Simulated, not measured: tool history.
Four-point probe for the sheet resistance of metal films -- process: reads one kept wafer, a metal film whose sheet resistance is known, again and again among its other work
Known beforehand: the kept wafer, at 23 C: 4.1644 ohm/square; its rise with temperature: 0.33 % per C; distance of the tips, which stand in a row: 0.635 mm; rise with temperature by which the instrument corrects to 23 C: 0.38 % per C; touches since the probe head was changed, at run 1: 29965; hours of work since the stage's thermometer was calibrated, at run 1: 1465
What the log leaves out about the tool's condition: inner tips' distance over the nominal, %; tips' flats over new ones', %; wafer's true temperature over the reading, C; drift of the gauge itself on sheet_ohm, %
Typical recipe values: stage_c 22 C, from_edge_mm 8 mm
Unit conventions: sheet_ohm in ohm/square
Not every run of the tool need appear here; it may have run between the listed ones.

run	day	stage_c	from_edge_mm	touches since the probe head was changed	hours of work since the stage's thermometer was calibrated	sheet_ohm
1	0	22	8	29965	1465	4.213713
2	3.429	22	8	31382	1500	4.213388
3	6.842	22	16	32794	1535	4.199752
4	10.604	22	16	34350	1574	4.200728
5	13.6	22	16	35588	1604	4.201132
6	17.842	22	16	37342	1648	4.199919
7	22.258	18	8	39168	1693	4.220216
8	25.271	18	8	40413	1724	4.221604
9	27.733	22	8	41430	1749	4.211152
10	31.867	33	10	43139	1791	4.178162
# day 32.962: stage's thermometer calibrated
11	36.904	27	29	45213	40	4.176891
12	41.108	34	36	46951	83	4.16043
13	43.479	22	66	47933	108	4.186968
14	47.417	19	4	49560	148	4.25132
15	51.258	27	31	51147	187	4.175015
16	55.483	31	18	52895	231	4.167959
17	58.529	22	35	54154	262	4.187747

Each row is a separate what-if for the run after 17, all from the same tool condition, not one after another. Results?
A	63.733	27	4	56305	315	?
B	63.733	22	35	56305	315	?
C	63.733	21	52	56305	315	?

run	sheet_ohm
A	4.229741
B	4.18624
C	4.186841
The same runs, with their run-to-run variation unchanged, on a tool lacking any hidden condition would have given:
run	sheet_ohm
A	4.210432
B	4.167105
C	4.167702

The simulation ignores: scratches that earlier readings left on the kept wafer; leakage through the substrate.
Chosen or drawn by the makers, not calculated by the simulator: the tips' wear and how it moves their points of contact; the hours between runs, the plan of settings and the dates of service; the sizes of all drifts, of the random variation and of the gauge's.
